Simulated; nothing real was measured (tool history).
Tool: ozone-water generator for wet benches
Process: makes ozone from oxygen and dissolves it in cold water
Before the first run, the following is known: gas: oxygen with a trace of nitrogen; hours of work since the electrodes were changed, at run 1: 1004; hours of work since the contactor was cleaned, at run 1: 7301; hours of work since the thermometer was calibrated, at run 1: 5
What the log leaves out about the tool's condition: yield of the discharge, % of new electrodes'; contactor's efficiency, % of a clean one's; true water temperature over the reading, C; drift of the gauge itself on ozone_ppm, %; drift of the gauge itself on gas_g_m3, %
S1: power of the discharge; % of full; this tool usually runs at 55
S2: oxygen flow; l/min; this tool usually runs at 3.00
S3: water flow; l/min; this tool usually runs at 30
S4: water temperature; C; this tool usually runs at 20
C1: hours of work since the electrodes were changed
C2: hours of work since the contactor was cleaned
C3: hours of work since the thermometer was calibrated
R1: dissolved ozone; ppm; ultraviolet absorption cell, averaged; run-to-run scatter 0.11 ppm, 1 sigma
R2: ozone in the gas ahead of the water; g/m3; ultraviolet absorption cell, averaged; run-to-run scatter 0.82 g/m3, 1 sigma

run 1 hour=0.0 | S1=55 S2=3.00 S3=30 S4=20 | C1=1004 C2=7301 C3=5 | R1=6.8 R2=127.0
run 2 hour=23.0 | S1=55 S2=3.00 S3=30 S4=20 | C1=1020 C2=7317 C3=20 | R1=6.9 R2=128.6
run 3 hour=61.6 | S1=55 S2=3.00 S3=30 S4=20 | C1=1046 C2=7343 C3=46 | R1=6.9 R2=127.3
run 4 hour=85.4 | S1=55 S2=3.00 S3=30 S4=20 | C1=1061 C2=7358 C3=62 | R1=6.8 R2=127.9
run 5 hour=115.3 | S1=55 S2=3.00 S3=30 S4=16 | C1=1081 C2=7378 C3=82 | R1=7.3 R2=127.0
run 6 hour=152.6 | S1=55 S2=3.00 S3=30 S4=14 | C1=1106 C2=7403 C3=107 | R1=7.1 R2=128.0
run 7 hour=184.8 | S1=55 S2=3.00 S3=30 S4=20 | C1=1128 C2=7425 C3=128 | R1=6.9 R2=127.5
run 8 hour=219.4 | S1=93 S2=3.00 S3=30 S4=20 | C1=1151 C2=7448 C3=151 | R1=10.7 R2=200.7
run 9 hour=252.4 | S1=93 S2=3.00 S3=30 S4=20 | C1=1173 C2=7470 C3=173 | R1=10.9 R2=200.7
run 10 hour=289.0 | S1=55 S2=3.00 S3=30 S4=20 | C1=1197 C2=7494 C3=198 | R1=6.7 R2=126.9
run 11 hour=337.8 | S1=94 S2=3.00 S3=30 S4=20 | C1=1230 C2=7527 C3=230 | R1=11.0 R2=203.5
run 12 hour=358.8 | S1=55 S2=3.00 S3=30 S4=20 | C1=1244 C2=7541 C3=244 | R1=6.9 R2=126.8
run 13 hour=380.4 | S1=55 S2=3.00 S3=30 S4=20 | C1=1258 C2=7555 C3=259 | R1=6.8 R2=127.9
run 14 hour=429.0 | S1=55 S2=3.00 S3=30 S4=20 | C1=1291 C2=7588 C3=291 | R1=6.8 R2=128.2
-- hour=432.2 water thermometer calibrated
-- hour=440.9 contactor cleaned
run 15 hour=468.7 | S1=55 S2=3.69 S3=30 S4=20 | C1=1314 C2=19 C3=22 | R1=7.8 R2=119.1
run 16 hour=507.4 | S1=55 S2=3.69 S3=30 S4=20 | C1=1340 C2=44 C3=47 | R1=7.7 R2=119.1
run 17 hour=547.3 | S1=55 S2=3.69 S3=30 S4=20 | C1=1367 C2=71 C3=74 | R1=8.0 R2=119.8
run 18 hour=568.6 | S1=62 S2=2.56 S3=36 S4=16 | C1=1381 C2=85 C3=88 | R1=6.3 R2=149.5
run 19 hour=591.1 | S1=56 S2=1.89 S3=33 S4=25 | C1=1396 C2=100 C3=103 | R1=5.2 R2=151.3
run 20 hour=632.6 | S1=55 S2=3.00 S3=30 S4=15 | C1=1423 C2=128 C3=131 | R1=7.6 R2=127.8
-- hour=678.0 water thermometer calibrated, once more
run 21 hour=681.6 | S1=55 S2=3.00 S3=30 S4=15 | C1=1456 C2=160 C3=2 | R1=7.5 R2=126.5
run 22 hour=711.0 | S1=81 S2=3.00 S3=30 S4=15 | C1=1475 C2=180 C3=22 | R1=10.4 R2=178.7
run 23 hour=735.1 | S1=55 S2=3.82 S3=25 S4=22 | C1=1491 C2=196 C3=38 | R1=9.1 R2=117.6
run 24 hour=772.8 | S1=55 S2=3.82 S3=25 S4=22 | C1=1517 C2=221 C3=63 | R1=9.0 R2=116.4
run 25 hour=819.5 | S1=73 S2=2.07 S3=24 S4=13 | C1=1548 C2=252 C3=94 | R1=10.2 R2=184.5
run 26 hour=844.0 | S1=42 S2=2.33 S3=30 S4=20 | C1=1564 C2=269 C3=111 | R1=5.2 R2=109.8
run 27 hour=873.5 | S1=57 S2=4.10 S3=20 S4=20 | C1=1584 C2=288 C3=130 | R1=11.8 R2=117.9
run 28 hour=912.1 | S1=60 S2=2.00 S3=37 S4=15 | C1=1610 C2=314 C3=156 | R1=5.3 R2=156.9
run 29 hour=935.4 | S1=55 S2=3.00 S3=22 S4=20 | C1=1625 C2=329 C3=172 | R1=9.5 R2=127.7
run 30 hour=984.2 | S1=71 S2=3.31 S3=22 S4=19 | C1=1658 C2=362 C3=204 | R1=12.6 R2=151.3
run 31 hour=1013.5 | S1=71 S2=3.31 S3=22 S4=19 | C1=1677 C2=382 C3=224 | R1=12.5 R2=153.1
run 32 hour=1035.1 | S1=71 S2=3.31 S3=22 S4=19 | C1=1692 C2=396 C3=238 | R1=12.4 R2=152.5
run 33 hour=1082.9 | S1=72 S2=3.55 S3=30 S4=19 | C1=1723 C2=428 C3=270 | R1=9.7 R2=150.0
run 34 hour=1118.3 | S1=66 S2=3.55 S3=20 S4=14 | C1=1747 C2=451 C3=294 | R1=13.7 R2=139.2

Subtracting, for every run, the result it would have given without the tool's unlogged condition from the measured result gives the following. The same run-to-run variation enters both numbers; the gauge's scatter may not:
run=1 R1=-0.5 R2=-0.7
run=2 R1=-0.4 R2=-0.8
run=3 R1=-0.5 R2=-0.8
run=4 R1=-0.5 R2=-0.8
run=5 R1=-0.4 R2=-0.9
run=6 R1=-0.5 R2=-0.9
run=7 R1=-0.4 R2=-0.9
run=8 R1=-0.8 R2=-2.4
run=9 R1=-0.8 R2=-2.5
run=10 R1=-0.5 R2=-1.0
run=11 R1=-0.8 R2=-2.7
run=12 R1=-0.5 R2=-1.2
run=13 R1=-0.5 R2=-1.1
run=14 R1=-0.5 R2=-1.2
run=15 R1=-0.1 R2=-1.2
run=16 R1=-0.1 R2=-1.2
run=17 R1=-0.1 R2=-1.2
run=18 R1=-0.1 R2=-1.8
run=19 R1=-0.1 R2=-1.7
run=20 R1=-0.1 R2=-1.4
run=21 R1=-0.1 R2=-1.5
run=22 R1=-0.2 R2=-2.9
run=23 R1=-0.2 R2=-1.4
run=24 R1=-0.2 R2=-1.4
run=25 R1=-0.2 R2=-3.1
run=26 R1=+0.0 R2=-1.0
run=27 R1=-0.2 R2=-1.6
run=28 R1=-0.1 R2=-2.3
run=29 R1=-0.2 R2=-1.7
run=30 R1=-0.2 R2=-2.7
run=31 R1=-0.3 R2=-2.8
run=32 R1=-0.3 R2=-2.8
run=33 R1=-0.3 R2=-2.8
run=34 R1=-0.3 R2=-2.5
